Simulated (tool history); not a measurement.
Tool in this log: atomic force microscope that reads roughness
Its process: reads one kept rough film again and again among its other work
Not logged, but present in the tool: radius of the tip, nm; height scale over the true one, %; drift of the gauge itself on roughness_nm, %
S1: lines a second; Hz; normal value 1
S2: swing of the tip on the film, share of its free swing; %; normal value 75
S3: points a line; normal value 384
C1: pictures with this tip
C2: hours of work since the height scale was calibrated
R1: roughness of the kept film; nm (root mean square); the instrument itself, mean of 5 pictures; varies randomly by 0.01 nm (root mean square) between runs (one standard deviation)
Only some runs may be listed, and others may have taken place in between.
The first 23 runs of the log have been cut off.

run    hour    S1  S2   S3  C1   C2     R1
      596.3  -- new tip fitted
 24   611.5     1  75  529  39   29  2.237
      628.3  -- new tip fitted
 25   643.7     1  75  529  39   52  2.228
      657.9  -- new tip fitted
 26     666  2.74  75  384  21   68  2.157
      689.2  -- new tip fitted
 27   689.4  2.74  75  384   0   84  2.267
 28   711.8  2.74  75  334  57  101   2.03
      719.3  -- new tip fitted
 29   727.3  2.74  75  334  20  112  2.177
      749.1  -- new tip fitted
 30   751.1  0.88  80  309   5  129   2.34
 31     775  0.88  80  309  66  146  2.112
      778.9  -- new tip fitted
 32   796.3  0.82  80  931  45  161  2.203
      808.4  -- new tip fitted
 33   826.3  0.99  57  332  45  183  2.259
      839.2  -- new tip fitted
 34   845.3  0.59  79  460  15  196  2.326
 35   862.7  1.98  56  982  59  209  2.146
      869.4  -- new tip fitted
 36   878.6  1.98  68  641  23  220  2.279
 37     895  1.06  57  363  65  232  2.169
      900.7  -- new tip fitted
      931.6  -- new tip fitted
 38   931.6  1.06  57  363   0  258  2.458
      961.4  -- new tip fitted
 39   964.8  1.06  57  363   9  282  2.385
      991.3  -- new tip fitted
 40   993.5  2.94  75  384   5  302  2.224
     1022.5  -- new tip fitted
 41  1024.3  0.58  82  384   4  324  2.374

What does the tool deliver on the next run?
     1053.1  -- new tip fitted
 42  1055  2.18  82  414   5  346   ?

{"run 42": {"R1": 2.19}}
With no hidden state in the tool, this same run would have given R1 2.226 nm (root mean square).
